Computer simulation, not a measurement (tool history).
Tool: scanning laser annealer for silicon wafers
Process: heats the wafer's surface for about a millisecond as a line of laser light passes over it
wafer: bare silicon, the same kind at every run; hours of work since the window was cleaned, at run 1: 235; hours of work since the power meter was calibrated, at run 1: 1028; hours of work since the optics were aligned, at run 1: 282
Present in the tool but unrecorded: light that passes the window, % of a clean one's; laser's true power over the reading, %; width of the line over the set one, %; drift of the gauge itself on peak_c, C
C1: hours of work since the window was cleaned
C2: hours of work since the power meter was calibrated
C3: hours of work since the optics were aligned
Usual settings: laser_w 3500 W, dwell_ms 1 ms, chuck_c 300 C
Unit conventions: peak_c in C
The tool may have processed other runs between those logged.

{"run": 1, "hour": 0.0, "laser_w": 3500, "dwell_ms": 1, "chuck_c": 300, "C1": 235, "C2": 1028, "C3": 282, "peak_c": 994}
{"run": 2, "hour": 38.0, "laser_w": 3500, "dwell_ms": 1, "chuck_c": 300, "C1": 251, "C2": 1044, "C3": 298, "peak_c": 992}
{"run": 3, "hour": 90.1, "laser_w": 3500, "dwell_ms": 1, "chuck_c": 300, "C1": 273, "C2": 1066, "C3": 320, "peak_c": 991}
{"run": 4, "hour": 124.5, "laser_w": 3500, "dwell_ms": 1, "chuck_c": 300, "C1": 288, "C2": 1081, "C3": 335, "peak_c": 991}
{"run": 5, "hour": 167.5, "laser_w": 3500, "dwell_ms": 1, "chuck_c": 300, "C1": 307, "C2": 1100, "C3": 354, "peak_c": 987}
{"run": 6, "hour": 213.9, "laser_w": 3500, "dwell_ms": 1, "chuck_c": 300, "C1": 326, "C2": 1120, "C3": 374, "peak_c": 990}
{"run": 7, "hour": 254.8, "laser_w": 3500, "dwell_ms": 0.81, "chuck_c": 300, "C1": 344, "C2": 1137, "C3": 391, "peak_c": 912}
{"run": 8, "hour": 281.5, "laser_w": 3500, "dwell_ms": 0.81, "chuck_c": 300, "C1": 355, "C2": 1149, "C3": 403, "peak_c": 906}
{"run": 9, "hour": 308.8, "laser_w": 3500, "dwell_ms": 0.75, "chuck_c": 300, "C1": 367, "C2": 1160, "C3": 414, "peak_c": 879}
{"run": 10, "hour": 345.6, "laser_w": 3850, "dwell_ms": 1, "chuck_c": 300, "C1": 383, "C2": 1176, "C3": 430, "peak_c": 1077}
{"run": 11, "hour": 372.8, "laser_w": 3850, "dwell_ms": 1, "chuck_c": 300, "C1": 395, "C2": 1188, "C3": 442, "peak_c": 1078}
{"run": 12, "hour": 406.0, "laser_w": 3500, "dwell_ms": 1, "chuck_c": 300, "C1": 409, "C2": 1202, "C3": 456, "peak_c": 980}
{"run": 13, "hour": 449.0, "laser_w": 3500, "dwell_ms": 1, "chuck_c": 310, "C1": 427, "C2": 1220, "C3": 474, "peak_c": 993}
{"run": 14, "hour": 492.8, "laser_w": 3500, "dwell_ms": 1, "chuck_c": 310, "C1": 446, "C2": 1239, "C3": 493, "peak_c": 990}
{"run": 15, "hour": 518.3, "laser_w": 3164, "dwell_ms": 1.17, "chuck_c": 334, "C1": 457, "C2": 1250, "C3": 504, "peak_c": 982}
{"run": 16, "hour": 544.6, "laser_w": 3164, "dwell_ms": 1.17, "chuck_c": 334, "C1": 468, "C2": 1262, "C3": 516, "peak_c": 983}
{"run": 17, "hour": 583.0, "laser_w": 3167, "dwell_ms": 0.97, "chuck_c": 327, "C1": 485, "C2": 1278, "C3": 532, "peak_c": 906}
{"run": 18, "hour": 632.8, "laser_w": 3500, "dwell_ms": 0.91, "chuck_c": 333, "C1": 506, "C2": 1299, "C3": 553, "peak_c": 971}
{"run": 19, "hour": 672.2, "laser_w": 3500, "dwell_ms": 0.91, "chuck_c": 333, "C1": 523, "C2": 1316, "C3": 570, "peak_c": 973}
{"run": 20, "hour": 716.2, "laser_w": 3500, "dwell_ms": 0.91, "chuck_c": 333, "C1": 542, "C2": 1335, "C3": 589, "peak_c": 968}
{"run": 21, "hour": 763.8, "laser_w": 3232, "dwell_ms": 0.81, "chuck_c": 300, "C1": 563, "C2": 1356, "C3": 610, "peak_c": 833}
{"run": 22, "hour": 819.0, "laser_w": 3232, "dwell_ms": 0.81, "chuck_c": 300, "C1": 586, "C2": 1379, "C3": 633, "peak_c": 831}
{"run": 23, "hour": 854.3, "laser_w": 3724, "dwell_ms": 0.81, "chuck_c": 320, "C1": 601, "C2": 1394, "C3": 648, "peak_c": 962}
{"run": 24, "hour": 883.1, "laser_w": 3724, "dwell_ms": 0.81, "chuck_c": 320, "C1": 614, "C2": 1407, "C3": 661, "peak_c": 962}
{"run": 25, "hour": 907.1, "laser_w": 3135, "dwell_ms": 1.06, "chuck_c": 320, "C1": 624, "C2": 1417, "C3": 671, "peak_c": 912}
{"run": 26, "hour": 935.2, "laser_w": 3793, "dwell_ms": 0.75, "chuck_c": 295, "C1": 636, "C2": 1429, "C3": 683, "peak_c": 923}
{"run": 27, "hour": 986.0, "laser_w": 3092, "dwell_ms": 1.03, "chuck_c": 333, "C1": 658, "C2": 1451, "C3": 705, "peak_c": 904}

The logged runs with the hidden state left out (each run's random variation unchanged):
run=1 peak_c=1018
run=2 peak_c=1016
run=3 peak_c=1018
run=4 peak_c=1018
run=5 peak_c=1015
run=6 peak_c=1020
run=7 peak_c=939
run=8 peak_c=935
run=9 peak_c=907
run=10 peak_c=1116
run=11 peak_c=1118
run=12 peak_c=1016
run=13 peak_c=1030
run=14 peak_c=1029
run=15 peak_c=1020
run=16 peak_c=1022
run=17 peak_c=942
run=18 peak_c=1012
run=19 peak_c=1015
run=20 peak_c=1012
run=21 peak_c=871
run=22 peak_c=871
run=23 peak_c=1011
run=24 peak_c=1012
run=25 peak_c=958
run=26 peak_c=973
run=27 peak_c=952

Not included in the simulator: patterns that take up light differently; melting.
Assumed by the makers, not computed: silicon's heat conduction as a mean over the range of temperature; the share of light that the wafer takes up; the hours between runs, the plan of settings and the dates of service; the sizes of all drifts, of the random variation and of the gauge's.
